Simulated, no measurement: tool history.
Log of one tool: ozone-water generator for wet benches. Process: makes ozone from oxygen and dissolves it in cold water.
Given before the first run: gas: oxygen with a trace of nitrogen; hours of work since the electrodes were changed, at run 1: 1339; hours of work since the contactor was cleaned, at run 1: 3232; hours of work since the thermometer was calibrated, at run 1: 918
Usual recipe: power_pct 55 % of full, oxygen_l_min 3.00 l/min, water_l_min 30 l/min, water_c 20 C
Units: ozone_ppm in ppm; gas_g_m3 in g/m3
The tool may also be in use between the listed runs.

run,hour,power_pct,oxygen_l_min,water_l_min,water_c,hours of work since the electrodes were changed,hours of work since the contactor was cleaned,hours of work since the thermometer was calibrated,ozone_ppm,gas_g_m3
1,0.0,55,3.00,30,20,1339,3232,918,5.80,120.3
2,75.5,52,3.00,30,20,1395,3287,973,5.67,116.6
3,127.1,55,3.00,30,24,1433,3326,1012,5.43,118.5
4,186.4,55,3.00,30,20,1477,3370,1056,5.73,120.4
# hour 259.9: contactor cleaned
5,274.4,55,3.00,30,26,1539,11,1118,5.89,117.4
6,323.0,55,3.00,30,26,1575,47,1154,5.82,118.6
7,392.8,55,1.56,30,20,1627,98,1206,4.46,147.5
8,442.9,70,3.00,30,20,1664,136,1243,6.74,134.2
9,550.7,70,3.00,30,20,1744,215,1322,6.84,132.3
10,612.3,70,3.00,30,20,1790,261,1368,6.67,132.1
11,696.6,70,3.00,30,20,1852,323,1430,6.84,132.0
12,764.7,55,3.18,30,20,1902,374,1481,6.19,115.3
13,875.2,55,3.18,30,20,1984,456,1563,6.00,114.7
14,951.1,55,3.00,30,20,2040,512,1619,5.90,115.7
15,1032.8,55,3.00,30,20,2101,572,1680,5.94,116.3
16,1116.4,55,3.00,30,20,2163,634,1741,5.81,115.9
17,1198.3,55,3.07,25,19,2224,695,1802,7.02,113.3
18,1277.6,69,3.00,21,17,2282,754,1861,9.36,126.2
19,1354.9,62,2.13,23,24,2340,811,1918,6.60,135.9
20,1409.0,53,3.00,40,20,2380,851,1958,4.41,110.7
21,1474.4,53,3.00,40,20,2428,900,2007,4.21,111.0
22,1585.9,85,3.00,24,19,2511,982,2089,8.50,137.3
23,1684.9,77,3.00,30,20,2584,1055,2163,6.43,131.1
24,1771.4,46,2.64,19,27,2648,1120,2227,6.99,108.1
25,1853.3,42,3.00,30,19,2709,1180,2287,4.96,99.0
26,1956.3,78,2.70,19,20,2785,1256,2364,9.41,133.0
27,2014.6,55,3.00,30,13,2828,1300,2407,5.94,110.8
28,2105.8,55,1.80,30,20,2896,1367,2474,4.37,130.5
29,2160.3,47,5.27,20,23,2936,1408,2515,8.15,83.3
30,2268.6,47,5.27,20,23,3016,1488,2595,8.14,84.9
31,2329.5,47,5.27,21,13,3061,1533,2640,8.93,85.2
32,2434.4,47,5.27,21,13,3139,1611,2718,9.15,83.8

Alternative continuations, all from the tool just after run 32; predict every row:
A,2535.2,55,3.00,30,21,3214,1685,2792,?,?
B,2535.2,55,3.00,30,13,3214,1685,2792,?,?
C,2535.2,47,2.32,42,14,3214,1685,2792,?,?

run,ozone_ppm,gas_g_m3
A,5.31,108.3
B,5.57,107.4
C,3.11,110.8
With no hidden state in the tool, these same runs would have given:
run,ozone_ppm,gas_g_m3
A,6.63,129.6
B,6.98,128.7
C,3.86,130.4

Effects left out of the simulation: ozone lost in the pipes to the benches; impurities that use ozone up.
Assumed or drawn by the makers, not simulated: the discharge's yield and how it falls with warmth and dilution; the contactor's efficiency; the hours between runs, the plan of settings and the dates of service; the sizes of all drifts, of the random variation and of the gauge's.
